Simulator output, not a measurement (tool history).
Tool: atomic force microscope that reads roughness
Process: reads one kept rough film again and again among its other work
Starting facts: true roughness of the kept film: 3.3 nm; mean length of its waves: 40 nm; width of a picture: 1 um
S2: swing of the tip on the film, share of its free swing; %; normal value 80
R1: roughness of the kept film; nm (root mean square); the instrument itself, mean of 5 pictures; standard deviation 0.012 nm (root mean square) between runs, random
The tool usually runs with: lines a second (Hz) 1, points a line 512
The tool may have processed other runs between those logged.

{"run": 1, "hour": 0.0, "lines a second (Hz)": 1, "S2": 80, "points a line": 512, "R1": 2.386}
{"run": 2, "hour": 24.1, "lines a second (Hz)": 1, "S2": 80, "points a line": 512, "R1": 2.37}
{"run": 3, "hour": 54.6, "lines a second (Hz)": 1, "S2": 80, "points a line": 512, "R1": 2.291}
{"run": 4, "hour": 81.6, "lines a second (Hz)": 1.37, "S2": 80, "points a line": 512, "R1": 2.186}
{"run": 5, "hour": 120.5, "lines a second (Hz)": 1.39, "S2": 80, "points a line": 512, "R1": 2.716}
{"run": 6, "hour": 153.3, "lines a second (Hz)": 1, "S2": 80, "points a line": 801, "R1": 2.706}
{"run": 7, "hour": 175.9, "lines a second (Hz)": 2.06, "S2": 80, "points a line": 801, "R1": 2.461}
{"run": 8, "hour": 203.3, "lines a second (Hz)": 2.06, "S2": 63, "points a line": 801, "R1": 2.628}
{"run": 9, "hour": 221.3, "lines a second (Hz)": 1.26, "S2": 58, "points a line": 678, "R1": 2.652}
{"run": 10, "hour": 255.1, "lines a second (Hz)": 0.74, "S2": 83, "points a line": 596, "R1": 2.495}
{"run": 11, "hour": 291.7, "lines a second (Hz)": 1.21, "S2": 65, "points a line": 435, "R1": 2.483}
{"run": 12, "hour": 326.8, "lines a second (Hz)": 1.79, "S2": 80, "points a line": 955, "R1": 2.214}
{"run": 13, "hour": 354.3, "lines a second (Hz)": 2.35, "S2": 80, "points a line": 512, "R1": 2.067}

Not shown here: 1 entry made in the log between runs. Locate each between two listed runs and compare the hidden state at the listed run before it with the hidden state at the listed run after it:
Runs 4 to 5: new tip fitted (hour 109.4)
  radius of the tip, nm: 44 -> 11.7; height scale over the true one, %: 0.03 -> 0.05
  measured less the result without the state, R1: -0.559 -> -0.034 nm (root mean square)
